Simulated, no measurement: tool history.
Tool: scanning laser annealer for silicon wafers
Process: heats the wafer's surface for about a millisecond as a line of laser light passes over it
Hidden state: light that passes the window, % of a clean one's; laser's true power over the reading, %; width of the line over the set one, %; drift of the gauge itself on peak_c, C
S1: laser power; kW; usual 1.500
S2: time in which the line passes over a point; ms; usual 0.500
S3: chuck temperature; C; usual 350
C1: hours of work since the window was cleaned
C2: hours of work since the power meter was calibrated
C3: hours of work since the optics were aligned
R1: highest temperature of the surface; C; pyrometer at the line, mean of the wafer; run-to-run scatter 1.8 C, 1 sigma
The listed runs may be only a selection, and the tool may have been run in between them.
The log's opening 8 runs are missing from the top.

run    day     S1     S2   S3   C1   C2   C3    R1
  9  3.346  1.500  0.500  356   60   49   22  1091
 10  3.708  1.297  0.500  350   65   55   27   968
 11  3.950  1.297  0.500  350   69   58   31   967
 12  4.300  1.500  0.500  310   74   63   36  1043
 13  4.600  1.500  0.500  350   78   67   40  1082
 14  4.996  1.620  0.500  350   84   73   46  1153
 15  5.358  1.620  0.500  335   89   78   51  1131
 16  5.729  1.620  0.500  322   94   84   57  1122
 17  6.254  1.620  0.500  382  102   91   64  1182
 18  6.508  1.620  0.500  382  105   95   68  1182
 19  6.975  1.620  0.500  382  112  102   75  1181
 20  7.400  1.620  0.500  382  118  108   81  1180
 21  7.858  1.620  0.500  382  125  115   87  1180
 22  8.342  1.387  0.500  382  132  121   94  1052
 23  8.792  1.460  0.367  337  138  128  101   955
 24  9.258  1.460  0.367  337  145  135  108   951
 25  9.683  1.395  0.575  337  151  141  114  1054

Predict the results of run 26:
 26  10.188  1.292  0.500  382  159  148  121   ?

R1: 997 C
The same run, on a tool lacking any hidden state, would have yielded R1 997 C.
